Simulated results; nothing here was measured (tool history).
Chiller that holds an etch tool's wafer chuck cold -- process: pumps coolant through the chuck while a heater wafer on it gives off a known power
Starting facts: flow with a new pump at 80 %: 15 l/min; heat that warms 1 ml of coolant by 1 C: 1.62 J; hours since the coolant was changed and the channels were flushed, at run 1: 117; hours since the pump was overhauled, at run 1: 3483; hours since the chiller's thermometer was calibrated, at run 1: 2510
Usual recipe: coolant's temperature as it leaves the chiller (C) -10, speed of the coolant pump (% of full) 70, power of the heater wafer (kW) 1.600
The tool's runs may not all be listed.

run     day  coolant's temperature as it leaves the chiller (C)  speed of the coolant pump (% of full)  power of the heater wafer (kW)  hours since the coolant was changed and the channels were flushed  hours since the pump was overhauled  hours since the chiller's thermometer was calibrated  chuck's temperature once it has settled (C)  how much warmer the coolant comes back (C)
  1   0.000                                                 -10                                     70                           1.600                                                                117                                 3483                                                  2510                                         11.6                                        4.97
  2   1.917                                                 -10                                     96                           1.600                                                                163                                 3529                                                  2556                                          6.2                                        3.50
  3   5.288                                                 -10                                     96                           1.600                                                                244                                 3610                                                  2637                                          6.4                                        3.56
  4   7.646                                                 -10                                     96                           1.600                                                                301                                 3667                                                  2694                                          6.3                                        3.49
  5  12.217                                                 -10                                     96                           1.600                                                                410                                 3776                                                  2804                                          6.3                                        3.50
  6  16.621                                                 -10                                     70                           1.600                                                                516                                 3882                                                  2909                                         12.1                                        4.96
  7  20.021                                                 -10                                     70                           1.600                                                                598                                 3964                                                  2991                                         12.2                                        4.96
  8  23.050                                                 -10                                     70                           1.600                                                                670                                 4036                                                  3064                                         12.3                                        5.02
  9  27.696                                                 -10                                     70                           1.600                                                                782                                 4148                                                  3175                                         12.5                                        4.99
 10  30.233                                                 -10                                     70                           1.600                                                                843                                 4209                                                  3236                                         12.4                                        5.02
 11  33.538                                                 -10                                     70                           1.600                                                                922                                 4288                                                  3315                                         12.7                                        5.05
 12  35.962                                                 -10                                     70                           1.600                                                                980                                 4346                                                  3373                                         12.9                                        5.03
 13  38.896                                                 -10                                     70                           1.600                                                               1051                                 4417                                                  3444                                         12.8                                        5.08
 14  43.279                                                 -10                                     70                           1.600                                                               1156                                 4522                                                  3549                                         12.7                                        5.03
 15  47.700                                                 -10                                     70                           1.600                                                               1262                                 4628                                                  3655                                         12.9                                        5.07
 16  49.908                                                 -10                                     70                           1.600                                                               1315                                 4681                                                  3708                                         13.1                                        5.10
     51.142  -- chiller's thermometer calibrated
 17  52.021                                                 -10                                     70                           1.600                                                               1365                                 4731                                                    21                                         12.5                                        5.05
 18  55.371                                                 -10                                     70                           1.600                                                               1445                                 4811                                                   101                                         12.6                                        5.09
 19  57.871                                                  -6                                     85                           1.216                                                               1505                                 4871                                                   162                                          8.4                                        3.13
 20  60.375                                                  -6                                     85                           1.216                                                               1565                                 4931                                                   222                                          8.4                                        3.21
 21  63.379                                                 -10                                     70                           1.455                                                               1637                                 5003                                                   294                                         10.9                                        4.63
 22  65.921                                                 -10                                     70                           1.670                                                               1698                                 5064                                                   355                                         14.0                                        5.33
 23  69.438                                                  -3                                     72                           1.962                                                               1783                                 5149                                                   439                                         24.6                                        6.10
 24  74.062                                                  -3                                     72                           1.962                                                               1894                                 5260                                                   550                                         24.8                                        6.16
 25  77.083                                                 -19                                     70                           1.138                                                               1966                                 5332                                                   623                                         -2.5                                        3.69
 26  81.771                                                 -19                                     70                           1.138                                                               2079                                 5445                                                   735                                         -2.3                                        3.71
 27  86.162                                                  -9                                     65                           1.600                                                               2184                                 5550                                                   841                                         16.2                                        5.61
 28  89.300                                                 -15                                     65                           1.682                                                               2260                                 5625                                                   916                                         11.7                                        5.92
 29  91.475                                                 -15                                     65                           1.682                                                               2312                                 5678                                                   968                                         11.8                                        5.95
 30  93.821                                                  -7                                     71                           0.906                                                               2368                                 5734                                                  1024                                          6.5                                        2.90
 31  95.933                                                  -7                                     71                           0.906                                                               2419                                 5785                                                  1075                                          6.5                                        2.94

Alternative continuations, all from the tool just after run 31; predict every row:
  A  99.121                                                  -7                                     96                           2.021                                                               2495                                 5861                                                  1152                                            ?                                           ?
  B  99.121                                                  -4                                     72                           1.820                                                               2495                                 5861                                                  1152                                            ?                                           ?
  C  99.121                                                 -14                                     84                           2.170                                                               2495                                 5861                                                  1152                                            ?                                           ?

run  chuck's temperature once it has settled (C)  how much warmer the coolant comes back (C)
  A                                         15.4                                        4.64
  B                                         22.5                                        5.75
  C                                         13.6                                        5.83
With the hidden condition removed and each run's random variation left untouched, the same runs would have given:
run  chuck's temperature once it has settled (C)  how much warmer the coolant comes back (C)
  A                                         11.5                                        4.08
  B                                         17.9                                        5.06
  C                                          8.8                                        5.13
